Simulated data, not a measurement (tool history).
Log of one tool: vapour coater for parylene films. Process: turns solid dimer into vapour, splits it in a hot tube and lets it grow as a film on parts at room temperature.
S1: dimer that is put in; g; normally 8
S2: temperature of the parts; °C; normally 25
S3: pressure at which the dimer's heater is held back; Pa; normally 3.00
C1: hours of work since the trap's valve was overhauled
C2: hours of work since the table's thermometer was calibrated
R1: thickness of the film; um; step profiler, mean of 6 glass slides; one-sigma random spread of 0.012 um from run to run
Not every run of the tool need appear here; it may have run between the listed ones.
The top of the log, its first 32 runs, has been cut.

run,hour,S1,S2,S3,C1,C2,R1
33,1627.2,9,25,5.06,36,1674,2.71
34,1696.8,8,25,8.16,75,1712,2.22
35,1757.8,3,23,6.01,108,1746,0.96
36,1791.2,5,27,2.67,126,1764,1.56
37,1848.4,8,25,5.63,158,1795,2.34
38,1888.7,8,25,5.63,180,1817,2.38
39,1924.7,8,28,2.18,199,1837,2.50
40,1959.2,8,24,2.08,218,1856,2.94
41,2030.9,8,24,2.08,258,1895,2.94
42,2071.5,11,26,2.15,280,1918,3.71
43,2112.5,3,25,8.02,302,1940,0.84
44,2144.5,8,30,4.60,320,1958,2.02
# hour 2172.6: gauge calibrated
45,2188.8,6,23,2.05,344,1982,2.23

Run 46 is up next; what results do you expect?
# hour 2230.4: trap's valve overhauled
46,2263.7,6,23,2.05,18,2021,?

R1: 2.24 um
Minus the tool's unlogged condition, the same run would have read R1 2.24 um.

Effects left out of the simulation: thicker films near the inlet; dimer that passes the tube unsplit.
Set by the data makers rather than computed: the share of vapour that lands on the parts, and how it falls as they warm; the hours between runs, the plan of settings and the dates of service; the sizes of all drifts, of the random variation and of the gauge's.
